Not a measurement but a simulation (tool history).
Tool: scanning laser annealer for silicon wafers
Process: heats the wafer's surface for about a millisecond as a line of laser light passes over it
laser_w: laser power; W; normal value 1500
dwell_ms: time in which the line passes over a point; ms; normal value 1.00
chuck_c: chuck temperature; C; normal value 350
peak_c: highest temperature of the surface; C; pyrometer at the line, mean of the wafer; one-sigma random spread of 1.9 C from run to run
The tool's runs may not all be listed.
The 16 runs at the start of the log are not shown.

run 17 hour=354.6 | laser_w=1500 dwell_ms=1.00 chuck_c=350 | peak_c=1099
run 18 hour=387.6 | laser_w=1380 dwell_ms=1.05 chuck_c=372 | peak_c=1073
run 19 hour=401.5 | laser_w=1356 dwell_ms=0.97 chuck_c=347 | peak_c=1006
run 20 hour=422.0 | laser_w=1356 dwell_ms=1.22 chuck_c=365 | peak_c=1118
run 21 hour=450.0 | laser_w=1500 dwell_ms=0.93 chuck_c=356 | peak_c=1075
run 22 hour=479.0 | laser_w=1500 dwell_ms=0.93 chuck_c=356 | peak_c=1073
run 23 hour=509.4 | laser_w=1571 dwell_ms=1.00 chuck_c=350 | peak_c=1130
run 24 hour=537.6 | laser_w=1306 dwell_ms=0.83 chuck_c=341 | peak_c=918
run 25 hour=560.4 | laser_w=1306 dwell_ms=0.83 chuck_c=341 | peak_c=917
run 26 hour=574.5 | laser_w=1500 dwell_ms=0.78 chuck_c=386 | peak_c=1032
run 27 hour=593.5 | laser_w=1472 dwell_ms=0.78 chuck_c=386 | peak_c=1018
run 28 hour=619.0 | laser_w=1500 dwell_ms=1.02 chuck_c=360 | peak_c=1109
run 29 hour=633.1 | laser_w=1500 dwell_ms=1.02 chuck_c=360 | peak_c=1111
run 30 hour=664.5 | laser_w=1498 dwell_ms=1.10 chuck_c=372 | peak_c=1154
run 31 hour=685.6 | laser_w=1347 dwell_ms=1.11 chuck_c=327 | peak_c=1026
run 32 hour=700.5 | laser_w=1347 dwell_ms=0.91 chuck_c=352 | peak_c=980
run 33 hour=723.5 | laser_w=1347 dwell_ms=0.91 chuck_c=352 | peak_c=977
run 34 hour=755.3 | laser_w=1292 dwell_ms=0.89 chuck_c=381 | peak_c=971

Branching from run 34: 4 alternative next runs. What would each branch give?
run A hour=784.2 | laser_w=1620 dwell_ms=0.80 chuck_c=374 | peak_c=?
run B hour=784.2 | laser_w=1299 dwell_ms=0.89 chuck_c=350 | peak_c=?
run C hour=784.2 | laser_w=1511 dwell_ms=1.00 chuck_c=323 | peak_c=?
run D hour=784.2 | laser_w=1402 dwell_ms=0.89 chuck_c=381 | peak_c=?

run=A peak_c=1080
run=B peak_c=941
run=C peak_c=1068
run=D peak_c=1023
Without the tool's hidden state the same runs would have given:
run=A peak_c=1113
run=B peak_c=968
run=C peak_c=1102
run=D peak_c=1053
